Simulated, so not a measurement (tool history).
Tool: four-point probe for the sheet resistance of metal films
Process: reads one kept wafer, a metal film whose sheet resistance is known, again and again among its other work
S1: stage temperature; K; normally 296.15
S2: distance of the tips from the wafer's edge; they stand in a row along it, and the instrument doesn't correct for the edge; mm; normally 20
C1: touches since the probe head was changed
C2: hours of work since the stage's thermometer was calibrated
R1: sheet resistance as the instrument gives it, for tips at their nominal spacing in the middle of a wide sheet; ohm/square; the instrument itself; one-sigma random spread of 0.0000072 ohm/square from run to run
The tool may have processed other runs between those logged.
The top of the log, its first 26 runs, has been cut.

Run 27, hour 327.1: usual settings but S1 293.15 K, S2 33 mm; C1 13340; C2 668. Result: R1 0.035785 ohm/square.
Run 28, hour 337.4: usual settings but S2 12 mm; C1 13476; C2 673. Result: R1 0.035972 ohm/square.
Run 29, hour 352.1: usual settings but S1 302.15 K, S2 4 mm; C1 13670; C2 680. Result: R1 0.037148 ohm/square.
Run 30, hour 362.0: usual settings but S1 305.15 K; C1 13801; C2 684. Result: R1 0.036088 ohm/square.
Run 31, hour 378.9: usual settings but S1 293.15 K; C1 14023; C2 692. Result: R1 0.035818 ohm/square.
Run 32, hour 395.7: usual settings but S1 293.15 K; C1 14245; C2 700. Result: R1 0.035812 ohm/square.
Run 33, hour 408.5: usual settings but S1 300.15 K, S2 13 mm; C1 14414; C2 706. Result: R1 0.036047 ohm/square.
Run 34, hour 421.4: usual settings but S1 292.15 K, S2 5 mm; C1 14584; C2 712. Result: R1 0.036506 ohm/square.
Run 35, hour 433.0: usual settings but S1 297.15 K, S2 4 mm; C1 14737; C2 718. Result: R1 0.037033 ohm/square.
Run 36, hour 441.6: usual settings but S1 292.15 K, S2 34 mm; C1 14850; C2 722. Result: R1 0.035773 ohm/square.
Run 37, hour 456.3: usual settings; C1 15045; C2 729. Result: R1 0.035884 ohm/square.
Run 38, hour 466.3: usual settings but S1 298.15 K, S2 21 mm; C1 15177; C2 733. Result: R1 0.035924 ohm/square.
Run 39, hour 479.2: usual settings but S1 294.15 K, S2 54 mm; C1 15347; C2 739. Result: R1 0.035798 ohm/square.
Run 40, hour 496.7: usual settings but S1 294.15 K, S2 54 mm; C1 15578; C2 748. Result: R1 0.035799 ohm/square.
Run 41, hour 507.9: usual settings but S1 294.15 K, S2 11 mm; C1 15725; C2 753. Result: R1 0.035953 ohm/square.
Run 42, hour 525.7: usual settings but S1 293.15 K, S2 39 mm; C1 15961; C2 761. Result: R1 0.035794 ohm/square.
Run 43, hour 538.1: usual settings but S2 46 mm; C1 16124; C2 767. Result: R1 0.035868 ohm/square.
Run 44, hour 554.8: usual settings but S1 292.15 K, S2 13 mm; C1 16345; C2 775. Result: R1 0.035864 ohm/square.

Consider 5 possible next runs. They are alternatives, not a sequence: every one starts from the tool as it was left by run 44. What does each give?
Run A, hour 562.7: usual settings but S1 291.15 K; C1 16449; C2 779. Result: R1 ?.
Run B, hour 562.7: usual settings but S2 4 mm; C1 16449; C2 779. Result: R1 ?.
Run C, hour 562.7: usual settings but S1 293.15 K, S2 32 mm; C1 16449; C2 779. Result: R1 ?.
Run D, hour 562.7: usual settings but S1 297.15 K, S2 22 mm; C1 16449; C2 779. Result: R1 ?.
Run E, hour 562.7: usual settings but S1 301.15 K; C1 16449; C2 779. Result: R1 ?.

run        R1
  A  0.035781
  B  0.037009
  C  0.035797
  D  0.035916
  E  0.036006
Stripped of hidden state, with their random variation kept, the same runs would have yielded:
run        R1
  A  0.035832
  B  0.037062
  C  0.035848
  D  0.035968
  E  0.036059
